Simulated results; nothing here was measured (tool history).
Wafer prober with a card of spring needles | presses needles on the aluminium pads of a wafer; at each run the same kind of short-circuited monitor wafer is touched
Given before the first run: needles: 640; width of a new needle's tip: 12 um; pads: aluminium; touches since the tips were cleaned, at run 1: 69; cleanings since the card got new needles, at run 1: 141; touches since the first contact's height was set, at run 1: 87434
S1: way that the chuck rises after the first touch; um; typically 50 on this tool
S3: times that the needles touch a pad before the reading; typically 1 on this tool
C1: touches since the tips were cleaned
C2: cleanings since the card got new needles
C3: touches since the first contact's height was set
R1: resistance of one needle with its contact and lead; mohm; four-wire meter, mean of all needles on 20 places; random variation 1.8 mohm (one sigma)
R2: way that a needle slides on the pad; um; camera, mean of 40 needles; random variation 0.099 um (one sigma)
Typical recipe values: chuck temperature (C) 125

Run 1, hour 0: usual settings; C1 69; C2 141; C3 87434. Result: R1 180 mohm, R2 10.4 um.
At hour 5: tips cleaned on abrasive film.
At hour 9.9: tips cleaned on abrasive film.
At hour 16.1: tips cleaned on abrasive film.
At hour 22.3: tips cleaned on abrasive film.
Run 2, hour 23.9: usual settings; C1 904; C2 145; C3 100621. Result: R1 193 mohm, R2 10.3 um.
At hour 27.7: tips cleaned on abrasive film.
At hour 32.7: tips cleaned on abrasive film.
At hour 38.8: tips cleaned on abrasive film.
At hour 43.8: tips cleaned on abrasive film.
At hour 50: tips cleaned on abrasive film.
Run 3, hour 54.5: usual settings; C1 2525; C2 150; C3 117478. Result: R1 202 mohm, R2 10.21 um.
At hour 55.8: tips cleaned on abrasive film.
At hour 62: tips cleaned on abrasive film.
At hour 68.2: tips cleaned on abrasive film.
At hour 68.5: height of the first contact set anew.
At hour 74.7: tips cleaned on abrasive film.
At hour 79.7: tips cleaned on abrasive film.
At hour 85.9: tips cleaned on abrasive film.
At hour 91.9: tips cleaned on abrasive film.
Run 4, hour 91.9: usual settings; C1 0; C2 157; C3 12904. Result: R1 182 mohm, R2 10.9 um.
At hour 98.1: tips cleaned on abrasive film.
At hour 104.3: tips cleaned on abrasive film.
At hour 110.5: tips cleaned on abrasive film.
At hour 116.7: tips cleaned on abrasive film.
At hour 122.9: tips cleaned on abrasive film.
At hour 127.8: tips cleaned on abrasive film.
At hour 134: tips cleaned on abrasive film.
At hour 139: tips cleaned on abrasive film.
At hour 145.2: tips cleaned on abrasive film.
Run 5, hour 147.3: usual settings; C1 1206; C2 166; C3 43458. Result: R1 193 mohm, R2 10.73 um.
At hour 151.1: tips cleaned on abrasive film.
At hour 157.3: tips cleaned on abrasive film.
At hour 162.3: tips cleaned on abrasive film.
At hour 168.5: tips cleaned on abrasive film.
At hour 174.6: tips cleaned on abrasive film.
At hour 179.8: tips cleaned on abrasive film.
Run 6, hour 179.8: usual settings but S1 39 um; C1 0; C2 172; C3 61291. Result: R1 191 mohm, R2 8.33 um.
At hour 186: tips cleaned on abrasive film.
At hour 192.1: tips cleaned on abrasive film.
At hour 198.3: tips cleaned on abrasive film.
At hour 204.5: tips cleaned on abrasive film.
At hour 210.7: tips cleaned on abrasive film.
At hour 216.9: tips cleaned on abrasive film.
At hour 223.1: tips cleaned on abrasive film.
At hour 229.3: tips cleaned on abrasive film.
At hour 235.3: tips cleaned on abrasive film.
Run 7, hour 235.3: usual settings but S1 39 um; C1 0; C2 181; C3 91887. Result: R1 193 mohm, R2 8.27 um.
At hour 241.5: tips cleaned on abrasive film.
At hour 247.6: tips cleaned on abrasive film.
At hour 253.8: tips cleaned on abrasive film.
At hour 260: tips cleaned on abrasive film.
Run 8, hour 262.9: usual settings; C1 1616; C2 185; C3 107154. Result: R1 200 mohm, R2 10.45 um.
At hour 265.4: tips cleaned on abrasive film.
At hour 271.6: tips cleaned on abrasive film.
At hour 277.8: tips cleaned on abrasive film.
At hour 284: tips cleaned on abrasive film.
At hour 289: tips cleaned on abrasive film.
At hour 295.2: tips cleaned on abrasive film.
At hour 295.5: height of the first contact set anew.
Run 9, hour 299.3: usual settings; C1 2163; C2 191; C3 2163. Result: R1 198 mohm, R2 10.83 um.
At hour 300.7: tips cleaned on abrasive film.
At hour 306.8: tips cleaned on abrasive film.
At hour 311.8: tips cleaned on abrasive film.
At hour 318: tips cleaned on abrasive film.
At hour 324.2: tips cleaned on abrasive film.
At hour 329.2: tips cleaned on abrasive film.
At hour 331.7: tips cleaned on abrasive film, once more.
At hour 336.7: tips cleaned on abrasive film.
Run 10, hour 338.1: usual settings; C1 795; C2 199; C3 23437. Result: R1 190 mohm, R2 10.76 um.
At hour 341.8: tips cleaned on abrasive film.
At hour 348: tips cleaned on abrasive film.
At hour 354.2: tips cleaned on abrasive film.
At hour 360.4: tips cleaned on abrasive film.
At hour 366.6: tips cleaned on abrasive film.
At hour 372.8: tips cleaned on abrasive film.
At hour 379: tips cleaned on abrasive film.
Run 11, hour 379.3: usual settings but S1 44 um, chuck temperature (C) 47, S3 3; C1 181; C2 206; C3 46142. Result: R1 170 mohm, R2 9.34 um.
At hour 384.3: tips cleaned on abrasive film.
At hour 390.5: tips cleaned on abrasive film.
At hour 396.7: tips cleaned on abrasive film.
At hour 402.9: tips cleaned on abrasive film.
At hour 407.8: tips cleaned on abrasive film.
At hour 414: tips cleaned on abrasive film.
Run 12, hour 418.1: usual settings but S1 47 um, chuck temperature (C) 120; C1 2282; C2 212; C3 67537. Result: R1 205 mohm, R2 10.09 um.
At hour 419.4: tips cleaned on abrasive film.
At hour 425.6: tips cleaned on abrasive film.
At hour 431.8: tips cleaned on abrasive film.
At hour 436.8: tips cleaned on abrasive film.
At hour 442.9: tips cleaned on abrasive film.
Run 13, hour 447.6: usual settings but S1 49 um, chuck temperature (C) 34, S3 3; C1 2627; C2 217; C3 83815. Result: R1 181 mohm, R2 10.33 um.
At hour 448.9: tips cleaned on abrasive film.
At hour 455.1: tips cleaned on abrasive film.
At hour 461.3: tips cleaned on abrasive film.
At hour 467.5: tips cleaned on abrasive film.
At hour 479.5: card fitted with new needles.
At hour 485.7: tips cleaned on abrasive film.
Run 14, hour 490.4: usual settings but S1 51 um, chuck temperature (C) 38, S3 2; C1 2605; C2 1; C3 6017. Result: R1 176 mohm, R2 11.01 um.
At hour 491.7: tips cleaned on abrasive film.
At hour 497.9: tips cleaned on abrasive film.
At hour 504: tips cleaned on abrasive film.
At hour 510.2: tips cleaned on abrasive film.
At hour 516.4: tips cleaned on abrasive film.
At hour 522.6: tips cleaned on abrasive film.
At hour 528.8: tips cleaned on abrasive film.
Run 15, hour 529: usual settings but S1 47 um; C1 93; C2 8; C3 27268. Result: R1 185 mohm, R2 9.99 um.
At hour 533.9: tips cleaned on abrasive film.
At hour 540.1: tips cleaned on abrasive film.
At hour 546.3: tips cleaned on abrasive film.
At hour 552.5: tips cleaned on abrasive film.
At hour 558.7: tips cleaned on abrasive film.
At hour 564.9: tips cleaned on abrasive film.
At hour 571.1: tips cleaned on abrasive film.
At hour 576.2: tips cleaned on abrasive film.
Run 16, hour 576.2: usual settings but S1 37 um, chuck temperature (C) 26; C1 0; C2 16; C3 53316. Result: R1 167 mohm, R2 7.73 um.
At hour 582.4: tips cleaned on abrasive film.
At hour 587.4: tips cleaned on abrasive film.
At hour 593.6: tips cleaned on abrasive film.
At hour 598.6: tips cleaned on abrasive film.
At hour 604.8: tips cleaned on abrasive film.
At hour 609.7: tips cleaned on abrasive film.
At hour 615.9: tips cleaned on abrasive film.
At hour 622.1: tips cleaned on abrasive film.
Run 17, hour 624: usual settings but S1 34 um, chuck temperature (C) 26; C1 1084; C2 24; C3 79651. Result: R1 182 mohm, R2 7.23 um.
At hour 627.8: tips cleaned on abrasive film.
At hour 634: tips cleaned on abrasive film.
At hour 640.2: tips cleaned on abrasive film.
At hour 646.4: tips cleaned on abrasive film.
At hour 652.6: tips cleaned on abrasive film.
At hour 658.7: tips cleaned on abrasive film.
At hour 663.7: tips cleaned on abrasive film.
At hour 669.9: tips cleaned on abrasive film.
Run 18, hour 674.1: usual settings but S1 34 um, chuck temperature (C) 25; C1 2373; C2 32; C3 107278. Result: R1 196 mohm, R2 6.86 um.
At hour 675.5: tips cleaned on abrasive film.
At hour 680.4: tips cleaned on abrasive film.
At hour 686.6: tips cleaned on abrasive film.
At hour 691.6: tips cleaned on abrasive film.
At hour 697.8: tips cleaned on abrasive film.
Run 19, hour 699.6: usual settings but S1 34 um, chuck temperature (C) 25; C1 1039; C2 37; C3 121284. Result: R1 182 mohm, R2 6.8 um.
At hour 703.4: tips cleaned on abrasive film.
At hour 707.3: height of the first contact set anew.
At hour 709.9: tips cleaned on abrasive film.
At hour 716.1: tips cleaned on abrasive film.
At hour 722.2: tips cleaned on abrasive film.
Run 20, hour 724: usual settings but S1 34 um, chuck temperature (C) 25; C1 980; C2 41; C3 9170. Result: R1 181 mohm, R2 7.31 um.

Forecast each of these 4 alternatives for the next run:
At hour 727.8: tips cleaned on abrasive film.
At hour 732.7: tips cleaned on abrasive film.
At hour 738.9: tips cleaned on abrasive film.
At hour 743.9: tips cleaned on abrasive film.
At hour 750.1: tips cleaned on abrasive film.
Run A, hour 750.5: usual settings but S1 31 um, chuck temperature (C) 64; C1 265; C2 46; C3 23769. Result: R1 ?, R2 ?.
At hour 727.8: tips cleaned on abrasive film.
At hour 732.7: tips cleaned on abrasive film.
At hour 738.9: tips cleaned on abrasive film.
At hour 743.9: tips cleaned on abrasive film.
At hour 750.1: tips cleaned on abrasive film.
Run B, hour 750.5: usual settings but S3 2; C1 265; C2 46; C3 23769. Result: R1 ?, R2 ?.
At hour 727.8: tips cleaned on abrasive film.
At hour 732.7: tips cleaned on abrasive film.
At hour 738.9: tips cleaned on abrasive film.
At hour 743.9: tips cleaned on abrasive film.
At hour 750.1: tips cleaned on abrasive film.
Run C, hour 750.5: usual settings but S1 68 um, chuck temperature (C) 69; C1 265; C2 46; C3 23769. Result: R1 ?, R2 ?.
At hour 727.8: tips cleaned on abrasive film.
At hour 732.7: tips cleaned on abrasive film.
At hour 738.9: tips cleaned on abrasive film.
At hour 743.9: tips cleaned on abrasive film.
At hour 750.1: tips cleaned on abrasive film.
Run D, hour 750.5: usual settings but S1 45 um, chuck temperature (C) 45, S3 2; C1 265; C2 46; C3 23769. Result: R1 ?, R2 ?.

run   R1     R2
  A  183   6.55
  B  184  10.92
  C  173  14.55
  D  171   9.71
Had the tool no hidden state, the same runs would have come out as:
run   R1     R2
  A  174   6.67
  B  182  11.05
  C  170  14.67
  D  168   9.84
